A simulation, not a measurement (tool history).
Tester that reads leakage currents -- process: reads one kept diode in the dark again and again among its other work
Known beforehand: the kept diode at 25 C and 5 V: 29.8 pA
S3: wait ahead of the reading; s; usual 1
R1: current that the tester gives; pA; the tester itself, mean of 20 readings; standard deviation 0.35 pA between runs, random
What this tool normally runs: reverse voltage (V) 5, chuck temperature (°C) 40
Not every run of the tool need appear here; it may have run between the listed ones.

run 1 hour=0 | reverse_voltage_(V)=5 chuck_temperature_(°C)=40 S3=1 | R1=111.34
run 2 hour=61.6 | reverse_voltage_(V)=5 chuck_temperature_(°C)=40 S3=1 | R1=111.33
run 3 hour=91.1 | reverse_voltage_(V)=5 chuck_temperature_(°C)=40 S3=1 | R1=110.97
run 4 hour=156.7 | reverse_voltage_(V)=5 chuck_temperature_(°C)=40 S3=1 | R1=110.19
run 5 hour=223.4 | reverse_voltage_(V)=5 chuck_temperature_(°C)=40 S3=1 | R1=109.91
run 6 hour=282.4 | reverse_voltage_(V)=5 chuck_temperature_(°C)=40 S3=1 | R1=109.3
run 7 hour=313.1 | reverse_voltage_(V)=5 chuck_temperature_(°C)=40 S3=0.67 | R1=108.98
run 8 hour=380.1 | reverse_voltage_(V)=5 chuck_temperature_(°C)=40 S3=0.67 | R1=108.77
run 9 hour=448.9 | reverse_voltage_(V)=5 chuck_temperature_(°C)=40 S3=0.67 | R1=109.01
run 10 hour=507.5 | reverse_voltage_(V)=5 chuck_temperature_(°C)=58 S3=1 | R1=447.5
run 11 hour=570.8 | reverse_voltage_(V)=5 chuck_temperature_(°C)=40 S3=8.99 | R1=105.6
run 12 hour=602 | reverse_voltage_(V)=5 chuck_temperature_(°C)=40 S3=1.4 | R1=106.31
run 13 hour=648.3 | reverse_voltage_(V)=5 chuck_temperature_(°C)=40 S3=1 | R1=105.98
run 14 hour=705 | reverse_voltage_(V)=5 chuck_temperature_(°C)=47 S3=1 | R1=187.41
run 15 hour=766.8 | reverse_voltage_(V)=7.18 chuck_temperature_(°C)=40 S3=1 | R1=123.55
run 16 hour=821.5 | reverse_voltage_(V)=7.18 chuck_temperature_(°C)=40 S3=1 | R1=123.4
run 17 hour=873.8 | reverse_voltage_(V)=5 chuck_temperature_(°C)=40 S3=1 | R1=104.32
run 18 hour=910.7 | reverse_voltage_(V)=5 chuck_temperature_(°C)=48 S3=1 | R1=198.36
run 19 hour=963.2 | reverse_voltage_(V)=5 chuck_temperature_(°C)=48 S3=4.05 | R1=198.18
-- hour=997.5 chuck's temperature calibrated
run 20 hour=1011.9 | reverse_voltage_(V)=5 chuck_temperature_(°C)=40 S3=1.78 | R1=115.83
run 21 hour=1075.3 | reverse_voltage_(V)=7.82 chuck_temperature_(°C)=36 S3=1.81 | R1=100.76
run 22 hour=1118.9 | reverse_voltage_(V)=5 chuck_temperature_(°C)=25 S3=5.01 | R1=31.6
run 23 hour=1158.8 | reverse_voltage_(V)=5 chuck_temperature_(°C)=25 S3=5.01 | R1=31.68
run 24 hour=1206 | reverse_voltage_(V)=5 chuck_temperature_(°C)=35 S3=3.77 | R1=74.74
run 25 hour=1275.3 | reverse_voltage_(V)=1.77 chuck_temperature_(°C)=46 S3=2.19 | R1=115.45
run 26 hour=1339.1 | reverse_voltage_(V)=1.77 chuck_temperature_(°C)=46 S3=2.19 | R1=114.77
run 27 hour=1369.6 | reverse_voltage_(V)=1.77 chuck_temperature_(°C)=46 S3=2.19 | R1=114.38
run 28 hour=1400.7 | reverse_voltage_(V)=1.77 chuck_temperature_(°C)=46 S3=2.19 | R1=114.63
run 29 hour=1447.9 | reverse_voltage_(V)=5 chuck_temperature_(°C)=24 S3=1 | R1=29.84
run 30 hour=1478.2 | reverse_voltage_(V)=5 chuck_temperature_(°C)=21 S3=3.2 | R1=22.38
run 31 hour=1543.4 | reverse_voltage_(V)=5 chuck_temperature_(°C)=21 S3=3.2 | R1=22.28
run 32 hour=1607.4 | reverse_voltage_(V)=1.95 chuck_temperature_(°C)=51 S3=0.84 | R1=174.28
run 33 hour=1671.5 | reverse_voltage_(V)=6.38 chuck_temperature_(°C)=51 S3=7.52 | R1=293.78
run 34 hour=1738.7 | reverse_voltage_(V)=1.78 chuck_temperature_(°C)=23 S3=8.58 | R1=15.6
run 35 hour=1799.2 | reverse_voltage_(V)=1.95 chuck_temperature_(°C)=25 S3=2.88 | R1=19.42
run 36 hour=1854.2 | reverse_voltage_(V)=5 chuck_temperature_(°C)=31 S3=1 | R1=51.71
run 37 hour=1892.9 | reverse_voltage_(V)=1.27 chuck_temperature_(°C)=43 S3=0.46 | R1=74.53
run 38 hour=1963 | reverse_voltage_(V)=19.82 chuck_temperature_(°C)=57 S3=5.04 | R1=762.31
run 39 hour=2030.1 | reverse_voltage_(V)=1.45 chuck_temperature_(°C)=24 S3=5.48 | R1=15.12

Here are 3 independent what-if runs from the current tool condition. What would each one return?
run A hour=2087.7 | reverse_voltage_(V)=3.93 chuck_temperature_(°C)=40 S3=5.48 | R1=?
run B hour=2087.7 | reverse_voltage_(V)=13.69 chuck_temperature_(°C)=38 S3=0.84 | R1=?
run C hour=2087.7 | reverse_voltage_(V)=16.94 chuck_temperature_(°C)=40 S3=1 | R1=?

run=A R1=94.49
run=B R1=146.43
run=C R1=189.93
Without the tool's unlogged condition, the same runs would have read:
run=A R1=102.08
run=B R1=152.22
run=C R1=197.86

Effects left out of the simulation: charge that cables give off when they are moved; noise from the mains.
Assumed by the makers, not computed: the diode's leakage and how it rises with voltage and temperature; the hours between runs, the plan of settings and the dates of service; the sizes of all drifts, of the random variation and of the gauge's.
